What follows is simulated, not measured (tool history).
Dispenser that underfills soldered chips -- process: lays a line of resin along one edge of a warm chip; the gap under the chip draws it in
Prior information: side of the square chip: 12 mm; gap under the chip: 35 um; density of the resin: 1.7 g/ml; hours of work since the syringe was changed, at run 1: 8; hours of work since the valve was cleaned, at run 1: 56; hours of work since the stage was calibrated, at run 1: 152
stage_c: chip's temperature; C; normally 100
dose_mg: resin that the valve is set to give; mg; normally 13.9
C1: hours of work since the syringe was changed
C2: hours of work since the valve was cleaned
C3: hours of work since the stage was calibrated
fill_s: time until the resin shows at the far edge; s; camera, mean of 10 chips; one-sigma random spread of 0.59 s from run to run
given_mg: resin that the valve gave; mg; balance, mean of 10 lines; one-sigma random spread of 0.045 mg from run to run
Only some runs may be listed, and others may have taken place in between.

run 1 hour=0.0 | stage_c=100 dose_mg=13.9 | C1=8 C2=56 C3=152 | fill_s=80.8 given_mg=13.30
-- hour=2.0 new syringe of resin
-- hour=8.6 dispensing valve cleaned and set on the balance
run 2 hour=9.2 | stage_c=97 dose_mg=13.9 | C1=4 C2=0 C3=157 | fill_s=67.0 given_mg=13.91
run 3 hour=17.1 | stage_c=100 dose_mg=16.6 | C1=9 C2=5 C3=162 | fill_s=78.5 given_mg=16.49
-- hour=19.2 new syringe of resin
run 4 hour=26.0 | stage_c=100 dose_mg=16.6 | C1=4 C2=10 C3=167 | fill_s=61.5 given_mg=16.49
run 5 hour=32.0 | stage_c=100 dose_mg=16.6 | C1=8 C2=14 C3=171 | fill_s=77.9 given_mg=16.40
-- hour=35.5 new syringe of resin
run 6 hour=40.7 | stage_c=100 dose_mg=13.9 | C1=3 C2=19 C3=176 | fill_s=58.4 given_mg=13.77
run 7 hour=48.1 | stage_c=100 dose_mg=13.9 | C1=8 C2=23 C3=180 | fill_s=76.2 given_mg=13.71
-- hour=51.3 new syringe of resin
run 8 hour=53.0 | stage_c=100 dose_mg=13.9 | C1=1 C2=26 C3=183 | fill_s=51.7 given_mg=13.60
run 9 hour=59.5 | stage_c=100 dose_mg=13.9 | C1=5 C2=30 C3=187 | fill_s=65.3 given_mg=13.63
-- hour=67.1 new syringe of resin
run 10 hour=68.0 | stage_c=100 dose_mg=12.6 | C1=1 C2=35 C3=192 | fill_s=49.4 given_mg=12.26
run 11 hour=72.4 | stage_c=100 dose_mg=12.6 | C1=3 C2=38 C3=194 | fill_s=58.0 given_mg=12.21
run 12 hour=81.2 | stage_c=100 dose_mg=12.6 | C1=8 C2=43 C3=200 | fill_s=82.9 given_mg=12.14
-- hour=82.8 new syringe of resin
run 13 hour=90.3 | stage_c=100 dose_mg=11.9 | C1=4 C2=48 C3=205 | fill_s=64.0 given_mg=11.52
run 14 hour=95.2 | stage_c=100 dose_mg=15.8 | C1=7 C2=51 C3=208 | fill_s=73.6 given_mg=15.18
-- hour=98.4 new syringe of resin
run 15 hour=102.8 | stage_c=100 dose_mg=15.8 | C1=3 C2=56 C3=212 | fill_s=56.1 given_mg=15.13
run 16 hour=110.5 | stage_c=110 dose_mg=13.9 | C1=7 C2=60 C3=217 | fill_s=49.2 given_mg=13.26
-- hour=112.2 dispensing valve cleaned and set on the balance
-- hour=114.9 new syringe of resin
run 17 hour=120.5 | stage_c=110 dose_mg=13.9 | C1=3 C2=5 C3=222 | fill_s=39.1 given_mg=13.80
run 18 hour=125.8 | stage_c=110 dose_mg=14.6 | C1=7 C2=8 C3=225 | fill_s=47.0 given_mg=14.51
run 19 hour=129.7 | stage_c=110 dose_mg=14.6 | C1=9 C2=10 C3=228 | fill_s=54.0 given_mg=14.47
-- hour=130.6 new syringe of resin
run 20 hour=136.0 | stage_c=100 dose_mg=12.0 | C1=3 C2=14 C3=231 | fill_s=59.2 given_mg=11.84
run 21 hour=139.7 | stage_c=90 dose_mg=11.9 | C1=5 C2=16 C3=234 | fill_s=101.5 given_mg=11.77
run 22 hour=144.4 | stage_c=103 dose_mg=14.3 | C1=8 C2=19 C3=237 | fill_s=68.9 given_mg=14.10
-- hour=146.3 new syringe of resin
run 23 hour=150.4 | stage_c=90 dose_mg=13.4 | C1=3 C2=22 C3=240 | fill_s=84.8 given_mg=13.18
run 24 hour=155.9 | stage_c=90 dose_mg=13.4 | C1=6 C2=26 C3=243 | fill_s=105.4 given_mg=13.12
-- hour=162.0 new syringe of resin
run 25 hour=162.1 | stage_c=90 dose_mg=17.6 | C1=0 C2=29 C3=247 | fill_s=71.4 given_mg=17.23
run 26 hour=170.1 | stage_c=92 dose_mg=17.9 | C1=5 C2=34 C3=252 | fill_s=88.1 given_mg=17.39
run 27 hour=175.8 | stage_c=100 dose_mg=12.1 | C1=8 C2=38 C3=255 | fill_s=81.5 given_mg=11.85
-- hour=177.6 new syringe of resin
run 28 hour=183.0 | stage_c=90 dose_mg=14.8 | C1=3 C2=42 C3=259 | fill_s=86.9 given_mg=14.30
run 29 hour=187.1 | stage_c=92 dose_mg=14.6 | C1=6 C2=44 C3=262 | fill_s=95.5 given_mg=14.08
-- hour=193.4 new syringe of resin
run 30 hour=195.6 | stage_c=112 dose_mg=14.6 | C1=1 C2=49 C3=267 | fill_s=31.8 given_mg=14.04
run 31 hour=201.3 | stage_c=107 dose_mg=16.5 | C1=5 C2=53 C3=270 | fill_s=47.3 given_mg=15.85
-- hour=209.3 new syringe of resin
run 32 hour=210.3 | stage_c=107 dose_mg=16.5 | C1=1 C2=58 C3=275 | fill_s=36.1 given_mg=15.75
-- hour=216.5 dispensing valve cleaned and set on the balance
run 33 hour=219.4 | stage_c=107 dose_mg=16.5 | C1=5 C2=2 C3=280 | fill_s=48.9 given_mg=16.56
run 34 hour=223.1 | stage_c=107 dose_mg=13.4 | C1=8 C2=4 C3=282 | fill_s=55.9 given_mg=13.35
-- hour=225.9 new syringe of resin
run 35 hour=229.8 | stage_c=107 dose_mg=13.4 | C1=2 C2=8 C3=286 | fill_s=40.3 given_mg=13.36
run 36 hour=234.7 | stage_c=103 dose_mg=14.5 | C1=5 C2=11 C3=289 | fill_s=56.3 given_mg=14.36

Hidden state at the last listed run before each entry between runs and at the first one after, where it differs:
From run 1 to run 2: new syringe of resin (hour 2.0); dispensing valve cleaned and set on the balance (hour 8.6)
  resin's viscosity, % of fresh resin's: 166.1 -> 123.5; dose that the valve gives, % of what is set: 95.57 -> 99.96; true chip temperature over the reading, C: 1.15 -> 1.18
  difference, measured minus the result without the unlogged condition, fill_s: +29.9 -> +10.0 s; given_mg: -0.61 -> +0.00 mg
From run 3 to run 4: new syringe of resin (hour 19.2)
  resin's viscosity, % of fresh resin's: 165.9 -> 129.3; dose that the valve gives, % of what is set: 99.62 -> 99.26; true chip temperature over the reading, C: 1.22 -> 1.25
  difference, measured minus the result without the unlogged condition, fill_s: +28.8 -> +11.4 s; given_mg: -0.07 -> -0.13 mg
From run 5 to run 6: new syringe of resin (hour 35.5)
  resin's viscosity, % of fresh resin's: 161.5 -> 120.9; dose that the valve gives, % of what is set: 99.02 -> 98.66; true chip temperature over the reading, C: 1.28 -> 1.32
  difference, measured minus the result without the unlogged condition, fill_s: +27.1 -> +7.4 s; given_mg: -0.16 -> -0.19 mg
From run 7 to run 8: new syringe of resin (hour 51.3)
  resin's viscosity, % of fresh resin's: 159 -> 107.5; dose that the valve gives, % of what is set: 98.33 -> 98.13; true chip temperature over the reading, C: 1.35 -> 1.37
  difference, measured minus the result without the unlogged condition, fill_s: +25.6 -> +0.9 s; given_mg: -0.24 -> -0.26 mg
From run 9 to run 10: new syringe of resin (hour 67.1)
  resin's viscosity, % of fresh resin's: 137 -> 102.1; dose that the valve gives, % of what is set: 97.84 -> 97.49; true chip temperature over the reading, C: 1.39 -> 1.43
  difference, measured minus the result without the unlogged condition, fill_s: +15.0 -> -1.8 s; given_mg: -0.30 -> -0.32 mg
From run 12 to run 13: new syringe of resin (hour 82.8)
  resin's viscosity, % of fresh resin's: 166.7 -> 131.4; dose that the valve gives, % of what is set: 96.92 -> 96.54; true chip temperature over the reading, C: 1.48 -> 1.52
  difference, measured minus the result without the unlogged condition, fill_s: +30.3 -> +12.6 s; given_mg: -0.39 -> -0.41 mg
From run 14 to run 15: new syringe of resin (hour 98.4)
  resin's viscosity, % of fresh resin's: 157.7 -> 118.5; dose that the valve gives, % of what is set: 96.34 -> 96.05; true chip temperature over the reading, C: 1.54 -> 1.57
  difference, measured minus the result without the unlogged condition, fill_s: +23.9 -> +5.7 s; given_mg: -0.58 -> -0.62 mg
From run 16 to run 17: dispensing valve cleaned and set on the balance (hour 112.2); new syringe of resin (hour 114.9)
  resin's viscosity, % of fresh resin's: 157.8 -> 122.1; dose that the valve gives, % of what is set: 95.69 -> 99.48; true chip temperature over the reading, C: 1.6 -> 1.64
  difference, measured minus the result without the unlogged condition, fill_s: +16.2 -> +5.0 s; given_mg: -0.60 -> -0.07 mg
From run 19 to run 20: new syringe of resin (hour 130.6)
  resin's viscosity, % of fresh resin's: 171.8 -> 121.7; dose that the valve gives, % of what is set: 99.09 -> 98.83; true chip temperature over the reading, C: 1.67 -> 1.7
  difference, measured minus the result without the unlogged condition, fill_s: +20.4 -> +7.1 s; given_mg: -0.13 -> -0.14 mg
From run 22 to run 23: new syringe of resin (hour 146.3)
  resin's viscosity, % of fresh resin's: 166.1 -> 119; dose that the valve gives, % of what is set: 98.47 -> 98.25; true chip temperature over the reading, C: 1.73 -> 1.76
  difference, measured minus the result without the unlogged condition, fill_s: +24.5 -> +8.0 s; given_mg: -0.22 -> -0.23 mg
From run 24 to run 25: new syringe of resin (hour 162.0)
  resin's viscosity, % of fresh resin's: 145.8 -> 100.7; dose that the valve gives, % of what is set: 97.99 -> 97.74; true chip temperature over the reading, C: 1.78 -> 1.8
  difference, measured minus the result without the unlogged condition, fill_s: +27.4 -> -5.3 s; given_mg: -0.27 -> -0.40 mg
From run 27 to run 28: new syringe of resin (hour 177.6)
  resin's viscosity, % of fresh resin's: 167.6 -> 122.5; dose that the valve gives, % of what is set: 97.18 -> 96.88; true chip temperature over the reading, C: 1.86 -> 1.89
  difference, measured minus the result without the unlogged condition, fill_s: +29.3 -> +9.9 s; given_mg: -0.34 -> -0.46 mg
From run 29 to run 30: new syringe of resin (hour 193.4)
  resin's viscosity, % of fresh resin's: 142.7 -> 109.6; dose that the valve gives, % of what is set: 96.7 -> 96.35; true chip temperature over the reading, C: 1.9 -> 1.94
  difference, measured minus the result without the unlogged condition, fill_s: +22.9 -> +0.6 s; given_mg: -0.48 -> -0.53 mg
From run 31 to run 32: new syringe of resin (hour 209.3)
  resin's viscosity, % of fresh resin's: 135.5 -> 103.1; dose that the valve gives, % of what is set: 96.1 -> 95.75; true chip temperature over the reading, C: 1.96 -> 2
  difference, measured minus the result without the unlogged condition, fill_s: +9.5 -> -1.8 s; given_mg: -0.65 -> -0.70 mg
From run 32 to run 33: dispensing valve cleaned and set on the balance (hour 216.5)
  resin's viscosity, % of fresh resin's: 103.1 -> 139.3; dose that the valve gives, % of what is set: 95.75 -> 100.17; true chip temperature over the reading, C: 2 -> 2.03
  difference, measured minus the result without the unlogged condition, fill_s: -1.8 -> +10.7 s; given_mg: -0.70 -> +0.02 mg
From run 34 to run 35: new syringe of resin (hour 225.9)
  resin's viscosity, % of fresh resin's: 159.8 -> 117; dose that the valve gives, % of what is set: 100 -> 99.75; true chip temperature over the reading, C: 2.05 -> 2.07
  difference, measured minus the result without the unlogged condition, fill_s: +18.0 -> +2.9 s; given_mg: +0.00 -> -0.03 mg
